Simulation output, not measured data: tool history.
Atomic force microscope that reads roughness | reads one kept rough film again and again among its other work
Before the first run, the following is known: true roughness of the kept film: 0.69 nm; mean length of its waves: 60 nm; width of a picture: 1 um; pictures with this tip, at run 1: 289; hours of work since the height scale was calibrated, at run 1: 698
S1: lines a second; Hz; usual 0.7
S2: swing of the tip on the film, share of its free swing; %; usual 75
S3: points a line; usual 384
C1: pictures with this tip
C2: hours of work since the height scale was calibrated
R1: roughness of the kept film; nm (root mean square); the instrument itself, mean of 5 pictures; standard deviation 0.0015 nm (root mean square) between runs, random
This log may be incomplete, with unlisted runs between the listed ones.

| run | hour | S1 | S2 | S3 | C1 | C2 | R1 |
|---|---|---|---|---|---|---|---|
| 1 | 0 | 0.7 | 75 | 384 | 289 | 698 | 0.645 |
|  | 15.6 | new tip fitted |
| 2 | 16.4 | 0.7 | 75 | 384 | 2 | 711 | 0.655 |
| 3 | 29.9 | 1.826 | 75 | 384 | 35 | 721 | 0.617 |
| 4 | 43 | 1.826 | 75 | 384 | 68 | 732 | 0.612 |
| 5 | 73.6 | 2.853 | 75 | 384 | 142 | 756 | 0.58 |
| 6 | 100.8 | 2.853 | 75 | 384 | 209 | 778 | 0.579 |
| 7 | 128.1 | 2.853 | 75 | 384 | 276 | 800 | 0.576 |
| 8 | 146.4 | 2.853 | 75 | 384 | 321 | 814 | 0.575 |
|  | 150.5 | new tip fitted |
| 9 | 163.5 | 0.7 | 75 | 384 | 32 | 828 | 0.651 |
|  | 167.3 | height scale calibrated on a step standard |
| 10 | 188 | 0.7 | 73 | 384 | 90 | 17 | 0.654 |
| 11 | 212.7 | 0.7 | 73 | 384 | 150 | 36 | 0.652 |
| 12 | 234.5 | 0.7 | 73 | 384 | 204 | 54 | 0.646 |
| 13 | 248.4 | 0.7 | 73 | 384 | 238 | 65 | 0.645 |
|  | 253.4 | height scale calibrated on a step standard, once more |
| 14 | 279.5 | 0.7 | 73 | 384 | 311 | 21 | 0.647 |
|  | 287.2 | new tip fitted |
| 15 | 306.2 | 0.7 | 75 | 293 | 47 | 42 | 0.656 |
| 16 | 333 | 0.7 | 75 | 293 | 112 | 63 | 0.655 |
| 17 | 361.5 | 0.7 | 75 | 293 | 182 | 86 | 0.647 |
| 18 | 378.4 | 2.409 | 68 | 258 | 223 | 99 | 0.615 |
| 19 | 398.6 | 2.315 | 75 | 384 | 273 | 116 | 0.595 |
| 20 | 417 | 1.147 | 75 | 504 | 318 | 130 | 0.627 |
|  | 422.1 | new tip fitted |
| 21 | 436.8 | 1.063 | 79 | 504 | 36 | 146 | 0.635 |
| 22 | 462.4 | 1.172 | 85 | 379 | 99 | 166 | 0.613 |
| 23 | 493.1 | 1.107 | 85 | 379 | 174 | 191 | 0.616 |
| 24 | 519.8 | 1.424 | 86 | 379 | 239 | 212 | 0.592 |
| 25 | 544.2 | 0.556 | 88 | 588 | 299 | 231 | 0.634 |
|  | 556.1 | new tip fitted |
| 26 | 566.8 | 1.522 | 87 | 808 | 26 | 249 | 0.592 |

Some steps in R1, run to run, broken into two amounts with sign: the step expected even without the hidden condition (settings, incoming material, random variation), and the rest, left for the hidden condition together with whatever gauge scatter is not in both the measured and the hidden-condition-free result:
Hidden conditions of the tool in this case: radius of the tip, nm; height scale over the true one, %; drift of the gauge itself on roughness_nm, %.
Run 8 -> 9: S1 2.853 -> 0.7, new tip fitted. R1 +0.076 nm (root mean square): hidden state +0.01, all else +0.066.
Run 20 -> 21: S1 1.147 -> 1.063, S2 75 -> 79, new tip fitted. R1 +0.008 nm (root mean square): hidden state +0.012, all else -0.004.
Run 24 -> 25: S1 1.424 -> 0.556, S2 86 -> 88, S3 379 -> 588. R1 +0.042 nm (root mean square): hidden state -0.004, all else +0.046.
Run 25 -> 26: S1 0.556 -> 1.522, S2 88 -> 87, S3 588 -> 808, new tip fitted. R1 -0.042 nm (root mean square): hidden state +0.012, all else -0.054.
